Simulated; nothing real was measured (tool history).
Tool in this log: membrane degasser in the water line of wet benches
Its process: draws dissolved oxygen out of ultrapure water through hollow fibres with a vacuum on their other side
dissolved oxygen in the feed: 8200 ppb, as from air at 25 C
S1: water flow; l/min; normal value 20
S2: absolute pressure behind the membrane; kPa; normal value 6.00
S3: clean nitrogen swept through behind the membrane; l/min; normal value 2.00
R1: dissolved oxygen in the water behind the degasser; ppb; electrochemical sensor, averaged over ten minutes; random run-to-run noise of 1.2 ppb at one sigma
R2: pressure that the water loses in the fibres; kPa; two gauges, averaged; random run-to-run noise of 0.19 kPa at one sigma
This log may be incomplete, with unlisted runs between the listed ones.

| run | day | S1 | S2 | S3 | R1 | R2 |
|---|---|---|---|---|---|---|
| 1 | 0.000 | 20 | 6.00 | 2.00 | 128.6 | 41.62 |
| 2 | 2.625 | 20 | 6.00 | 2.00 | 127.6 | 41.06 |
| 3 | 4.904 | 20 | 6.00 | 2.00 | 126.2 | 40.93 |
| 4 | 8.821 | 20 | 6.00 | 2.00 | 129.5 | 41.37 |
| 5 | 11.479 | 20 | 6.00 | 2.00 | 129.7 | 41.16 |
| 6 | 13.162 | 20 | 4.18 | 2.00 | 87.6 | 41.32 |
| 7 | 17.188 | 20 | 6.00 | 2.00 | 130.2 | 41.13 |
| 8 | 19.300 | 20 | 10.17 | 2.00 | 226.2 | 40.86 |
| 9 | 22.721 | 20 | 6.00 | 2.00 | 130.7 | 41.02 |
| 10 | 25.571 | 20 | 6.00 | 2.00 | 129.9 | 41.28 |
| 11 | 28.008 | 20 | 6.00 | 2.00 | 128.1 | 41.05 |
| 12 | 30.983 | 20 | 10.36 | 2.00 | 231.3 | 41.28 |
| 13 | 32.879 | 20 | 10.36 | 2.00 | 231.3 | 41.04 |
| 14 | 36.642 | 21 | 11.53 | 1.14 | 417.7 | 43.26 |
| 15 | 38.854 | 22 | 4.91 | 4.06 | 100.9 | 45.68 |
| 16 | 42.579 | 22 | 4.91 | 4.06 | 100.4 | 45.33 |
| 17 | 44.946 | 18 | 3.87 | 1.99 | 65.0 | 37.17 |
| 18 | 48.754 | 18 | 3.87 | 1.99 | 63.7 | 37.11 |
| 19 | 50.429 | 20 | 6.00 | 1.14 | 184.4 | 41.25 |
|  | 51.067 | seals of the vacuum lines changed |
| 20 | 52.258 | 20 | 6.00 | 1.14 | 184.1 | 41.41 |
| 21 | 54.921 | 18 | 5.40 | 1.41 | 118.5 | 37.32 |
| 22 | 57.442 | 26 | 4.10 | 1.36 | 181.5 | 53.89 |
| 23 | 61.417 | 26 | 4.10 | 1.36 | 171.5 | 53.96 |

Same runs, no hidden state in the tool, same run-to-run variation:
Hidden state present: membrane still open, %; true pressure behind the membrane over the reading, kPa; air that leaks in behind the membrane, l/min; drift of the gauge itself on oxygen_ppb, %; drift of the gauge itself on loss_of_pressure_kpa, %.
| run | R1 | R2 |
|---|---|---|
| 1 | 115.7 | 41.34 |
| 2 | 114.6 | 40.77 |
| 3 | 113.1 | 40.63 |
| 4 | 116.0 | 41.05 |
| 5 | 116.0 | 40.82 |
| 6 | 74.0 | 40.98 |
| 7 | 116.1 | 40.77 |
| 8 | 211.4 | 40.48 |
| 9 | 116.1 | 40.63 |
| 10 | 115.2 | 40.87 |
| 11 | 113.4 | 40.63 |
| 12 | 215.5 | 40.84 |
| 13 | 215.4 | 40.59 |
| 14 | 392.3 | 42.77 |
| 15 | 90.0 | 45.15 |
| 16 | 89.3 | 44.78 |
| 17 | 50.7 | 36.71 |
| 18 | 49.6 | 36.64 |
| 19 | 159.4 | 40.72 |
| 20 | 159.7 | 40.87 |
| 21 | 99.8 | 36.81 |
| 22 | 151.2 | 53.14 |
| 23 | 142.3 | 53.18 |

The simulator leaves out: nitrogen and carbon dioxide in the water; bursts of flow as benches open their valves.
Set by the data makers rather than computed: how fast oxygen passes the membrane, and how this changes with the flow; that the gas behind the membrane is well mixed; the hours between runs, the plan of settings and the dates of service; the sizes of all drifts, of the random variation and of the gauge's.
